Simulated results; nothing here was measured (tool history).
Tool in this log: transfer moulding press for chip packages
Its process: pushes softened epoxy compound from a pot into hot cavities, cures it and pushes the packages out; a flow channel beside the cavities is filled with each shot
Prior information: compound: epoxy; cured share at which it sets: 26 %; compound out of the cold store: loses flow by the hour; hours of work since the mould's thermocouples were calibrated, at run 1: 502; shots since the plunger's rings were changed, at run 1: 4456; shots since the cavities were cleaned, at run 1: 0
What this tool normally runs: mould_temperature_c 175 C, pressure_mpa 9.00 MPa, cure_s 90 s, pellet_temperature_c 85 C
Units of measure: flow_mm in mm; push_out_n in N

run   hour  mould_temperature_c  pressure_mpa  cure_s  pellet_temperature_c  hours of work since the mould's thermocouples were calibrated  shots since the plunger's rings were changed  shots since the cavities were cleaned  incoming compound's hours out of the cold store  flow_mm  push_out_n
  1    0.0                  175          9.00      90                    85                                                            502                                          4456                                      0                                             11.0      772         233
      12.1  -- plunger's sealing rings changed
  2   33.8                  175          9.00      90                    87                                                            517                                           207                                    299                                              8.6      834         328
      54.9  -- cavities cleaned with cleaning compound and waxed
  3   55.5                  175          6.86      90                    87                                                            527                                           401                                      6                                             45.9      589         421
  4   82.4                  175          6.86      90                    87                                                            539                                           657                                    262                                             29.0      644         426
  5  101.2                  175          9.00     127                    85                                                            549                                           837                                    442                                             34.6      715         393
     107.4  -- cavities cleaned with cleaning compound and waxed
  6  127.6                  175          9.00     127                    85                                                            560                                          1075                                    193                                             40.6      692         249
  7  147.2                  181          9.00      90                    85                                                            570                                          1262                                    380                                             30.0      719         307
     161.0  -- cavities cleaned with cleaning compound and waxed
  8  166.6                  181          9.00      90                    85                                                            578                                          1433                                     54                                             32.7      709         220
  9  180.9                  181          9.00      90                    85                                                            585                                          1570                                    191                                             38.7      685         257
 10  196.5                  181          9.00      90                    85                                                            593                                          1719                                    340                                             42.0      670         287
     207.6  -- cavities cleaned with cleaning compound and waxed, once more
 11  211.9                  175          9.00      90                    85                                                            600                                          1852                                     41                                             46.9      662         225
 12  238.4                  175          9.00      90                    85                                                            612                                          2104                                    293                                             16.5      783         313
     260.2  -- cavities cleaned with cleaning compound and waxed
 13  262.3                  175          9.00      90                    85                                                            623                                          2319                                     20                                             38.1      691         219
 14  290.1                  175          9.00      90                    85                                                            636                                          2584                                    285                                             22.4      747         307
 15  308.1                  175          9.00      90                    85                                                            645                                          2757                                    458                                             21.6      752         339
     312.2  -- cavities cleaned with cleaning compound and waxed
 16  337.6                  172          9.00     125                    85                                                            658                                          3024                                    243                                              8.4      808         280
 17  351.4                  175          7.92      76                    88                                                            665                                          3156                                    375                                             15.0      729         436
     364.3  -- cavities cleaned with cleaning compound and waxed
 18  381.0                  175          9.00      90                    79                                                            679                                          3424                                    159                                             20.5      743         272
 19  404.2                  175          8.38     108                    94                                                            690                                          3646                                    381                                             42.2      637         298
     417.1  -- cavities cleaned with cleaning compound and waxed
 20  419.5                  174          8.68     108                    94                                                            696                                          3778                                     23                                             25.3      711         217
 21  447.5                  174          8.68     108                    94                                                            710                                          4045                                    290                                             35.0      675         287

Branching from run 21: 5 alternative next runs. What would each branch give?
     469.5  -- cavities cleaned with cleaning compound and waxed
  A  472.4                  168          8.68     122                    94                                                            721                                          4269                                     28                                             24.5        ?           ?
     469.5  -- cavities cleaned with cleaning compound and waxed
  B  472.4                  175          9.00      79                    85                                                            721                                          4269                                     28                                             39.4        ?           ?
     469.5  -- cavities cleaned with cleaning compound and waxed
  C  472.4                  175          9.78      90                    79                                                            721                                          4269                                     28                                             11.3        ?           ?
     469.5  -- cavities cleaned with cleaning compound and waxed
  D  472.4                  175          9.80      75                    94                                                            721                                          4269                                     28                                              9.0        ?           ?
     469.5  -- cavities cleaned with cleaning compound and waxed
  E  472.4                  172          9.00      90                    85                                                            721                                          4269                                     28                                             12.9        ?           ?

run  flow_mm  push_out_n
  A      718         223
  B      662         255
  C      804         239
  D      822         303
  E      773         254
Stripped of hidden state, with their random variation kept, the same runs would have yielded:
run  flow_mm  push_out_n
  A      764         213
  B      704         246
  C      854         230
  D      873         295
  E      821         246
